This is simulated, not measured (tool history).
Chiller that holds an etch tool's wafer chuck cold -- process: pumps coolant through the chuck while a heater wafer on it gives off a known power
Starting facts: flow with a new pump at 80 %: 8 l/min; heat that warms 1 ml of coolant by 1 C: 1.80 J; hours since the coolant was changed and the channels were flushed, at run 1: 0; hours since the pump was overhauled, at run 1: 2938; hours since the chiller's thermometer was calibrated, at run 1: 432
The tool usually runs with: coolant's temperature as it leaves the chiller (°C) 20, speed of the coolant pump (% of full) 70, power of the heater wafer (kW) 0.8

run	hour	coolant's temperature as it leaves the chiller (°C)	speed of the coolant pump (% of full)	power of the heater wafer (kW)	hours since the coolant was changed and the channels were flushed	hours since the pump was overhauled	hours since the chiller's thermometer was calibrated	chuck's temperature once it has settled (°C)	how much warmer the coolant comes back (C)
1	0	20	70	0.8	0	2938	432	28	3.84
2	192.1	20	70	0.8	192	3130	624	28	3.83
3	357.1	20	70	0.8	357	3295	789	28.2	3.86
4	509.6	20	70	0.8	510	3448	941	28	3.81
5	613.7	18	70	0.8	614	3552	1046	26	3.79
6	809.6	18	70	0.8	810	3748	1241	26.2	3.81
7	949.7	18	70	0.8	950	3888	1382	26	3.8
8	1116.3	18	70	0.8	1116	4055	1548	26.1	3.89
9	1223.5	15	70	0.8	1223	4162	1655	23	3.78
10	1320.2	15	88	0.8	1320	4259	1752	21.7	3.01
# hour 1405.2: coolant pump overhauled
11	1433.7	20	70	0.885	1429	29	1861	29.1	4.17
12	1548.1	13	70	0.885	1543	143	1975	22	4.21
13	1648.7	20	70	0.8	1644	244	2076	28.1	3.81
14	1802.6	20	70	0.8	1798	397	2229	28	3.87
15	2004.1	12	70	0.698	1999	599	2431	19	3.35
16	2123.3	16	62	0.698	2118	718	2550	24.1	3.75
17	2329.3	20	70	0.419	2324	924	2756	24.2	2.07
18	2477.2	20	70	0.419	2472	1072	2904	24.1	2.02
19	2642.7	20	70	0.419	2638	1238	3070	24.2	1.98
20	2735.8	20	70	0.419	2731	1331	3163	24.2	2.04
21	2896	20	70	0.419	2891	1491	3323	24.3	1.95
# hour 2954.6: chiller's thermometer calibrated
22	3020	14	90	0.528	3014	1614	65	18.3	1.94
23	3230.7	15	70	0.756	3225	1825	276	22.7	3.58
24	3418	10	70	0.574	3412	2012	463	15.9	2.76
25	3589	11	70	1.084	3583	2183	634	22.2	5.2
# hour 3673.6: coolant changed, channels flushed
26	3695	11	93	0.529	21	2283	734	15.1	1.92
27	3849.7	11	93	0.912	176	2438	889	18.2	3.29

Predict each of these 3 candidate next runs independently; none follows another, all start after run 27:
A	4019.2	20	70	0.449	346	2607	1059	?	?
B	4019.2	20	70	0.559	346	2607	1059	?	?
C	4019.2	22	68	0.8	346	2607	1059	?	?

run	chuck's temperature once it has settled (°C)	how much warmer the coolant comes back (C)
A	24.8	2.13
B	25.5	2.67
C	30.3	3.98
With the hidden condition removed and each run's random variation left untouched, the same runs would have given:
run	chuck's temperature once it has settled (°C)	how much warmer the coolant comes back (C)
A	24.8	2.12
B	25.5	2.67
C	30.2	3.98

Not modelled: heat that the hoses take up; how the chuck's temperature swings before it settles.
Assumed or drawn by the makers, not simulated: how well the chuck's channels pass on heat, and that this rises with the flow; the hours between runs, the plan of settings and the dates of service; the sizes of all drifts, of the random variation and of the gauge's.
